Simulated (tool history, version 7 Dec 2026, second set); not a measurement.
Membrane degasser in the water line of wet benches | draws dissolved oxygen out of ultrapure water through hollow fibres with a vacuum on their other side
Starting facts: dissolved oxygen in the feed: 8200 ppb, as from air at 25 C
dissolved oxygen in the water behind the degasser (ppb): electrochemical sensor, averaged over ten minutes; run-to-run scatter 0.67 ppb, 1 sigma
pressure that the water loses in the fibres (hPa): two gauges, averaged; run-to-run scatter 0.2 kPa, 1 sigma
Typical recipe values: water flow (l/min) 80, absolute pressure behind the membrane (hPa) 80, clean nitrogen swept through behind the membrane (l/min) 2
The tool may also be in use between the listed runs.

run      day  water flow (l/min)  absolute pressure behind the membrane (hPa)  clean nitrogen swept through behind the membrane (l/min)  dissolved oxygen in the water behind the degasser (ppb)  pressure that the water loses in the fibres (hPa)
  1        0                  80                                           80                                                         2                                                    372.5                                              424.6
  2    5.479                  80                                           80                                                         2                                                    373.9                                              429.3
  3    9.046                  80                                           80                                                         2                                                    373.2                                              424.5
  4   14.708                  80                                           80                                                      2.16                                                    351.9                                              427.9
  5   17.579                  80                                           80                                                      2.16                                                    351.4                                              427.8
      19.625  -- vacuum gauge calibrated
  6   20.538                  80                                           80                                                      2.16                                                    350.3                                              424.7
  7   25.242                  80                                           80                                                      2.16                                                      350                                              425.2
  8   30.579                  59                                           80                                                         2                                                    291.7                                              316.4
  9   34.492                  59                                           80                                                      1.85                                                    311.2                                              312.9
 10   38.592                  59                                         48.5                                                      1.85                                                    109.8                                              313.7
 11   44.988                  59                                         48.5                                                      1.85                                                    109.8                                              315.8
 12    49.65                  59                                         48.5                                                      1.85                                                      110                                              313.8
 13   56.554                  59                                         48.5                                                      1.85                                                    109.8                                              313.4
 14   60.662                  80                                           80                                                         2                                                    374.5                                              423.7
 15   66.471                  80                                           80                                                         2                                                    375.7                                              425.6
 16   70.088                  80                                           80                                                      2.83                                                    284.4                                              424.7
 17    75.55                  80                                           80                                                      2.83                                                    284.5                                              424.8
 18   79.112                  70                                        177.6                                                      4.87                                                    462.3                                              372.5
 19   84.279                  69                                        177.6                                                      4.87                                                    457.4                                              368.1
 20   87.121                  69                                        177.6                                                      4.87                                                    456.1                                              367.3
 21     90.1                 103                                         84.6                                                      1.12                                                    733.4                                              545.5
      93.462  -- seals of the vacuum lines changed
 22   94.558                  79                                         84.6                                                      1.12                                                    619.4                                              421.2
 23   98.158                  80                                         70.3                                                      1.25                                                    427.2                                              424.3
 24  103.775                  80                                         70.3                                                      1.25                                                    426.8                                              428.1
 25  107.554                  74                                         92.5                                                      1.26                                                    624.1                                              392.6
 26  114.029                 114                                        158.8                                                      0.87                                                   1975.4                                              607.5
 27  117.038                 114                                        158.8                                                      0.87                                                   1982.4                                              608.9
 28  120.158                 101                                        125.9                                                         2                                                    845.9                                                538
 29  126.321                  78                                           80                                                         2                                                    370.4                                              415.3
 30  129.667                  80                                          107                                                      1.35                                                    766.9                                              430.3
 31    136.3                  72                                          107                                                      1.75                                                    591.6                                              381.4
 32  142.692                  80                                        149.6                                                         2                                                    878.4                                              427.1

Measured less the same run without the tool's hidden state. The same run-to-run variation is in both; the gauge's scatter may not be:
The tool's hidden condition here consists of: membrane still open, %; true pressure behind the membrane over the reading, kPa; air that leaks in behind the membrane, l/min; drift of the gauge itself on oxygen_ppb, %; drift of the gauge itself on loss_of_pressure_kpa, %.
run  dissolved oxygen in the water behind the degasser (ppb)
  1                                                       +0
  2                                                     +0.3
  3                                                     +0.4
  4                                                     +0.6
  5                                                     +0.7
  6                                                     +0.8
  7                                                       +1
  8                                                       +1
  9                                                     +1.1
 10                                                     +0.5
 11                                                     +0.5
 12                                                     +0.6
 13                                                     +0.6
 14                                                     +2.4
 15                                                     +2.7
 16                                                     +2.1
 17                                                     +2.3
 18                                                       +4
 19                                                     +4.2
 20                                                     +4.3
 21                                                     +7.1
 22                                                     +6.2
 23                                                     +4.5
 24                                                     +4.7
 25                                                     +7.2
 26                                                      +24
 27                                                    +24.6
 28                                                    +10.9
 29                                                       +5
 30                                                    +10.6
 31                                                     +8.6
 32                                                    +13.3
pressure that the water loses in the fibres (hPa): within 0.3 of the measured result in every run.

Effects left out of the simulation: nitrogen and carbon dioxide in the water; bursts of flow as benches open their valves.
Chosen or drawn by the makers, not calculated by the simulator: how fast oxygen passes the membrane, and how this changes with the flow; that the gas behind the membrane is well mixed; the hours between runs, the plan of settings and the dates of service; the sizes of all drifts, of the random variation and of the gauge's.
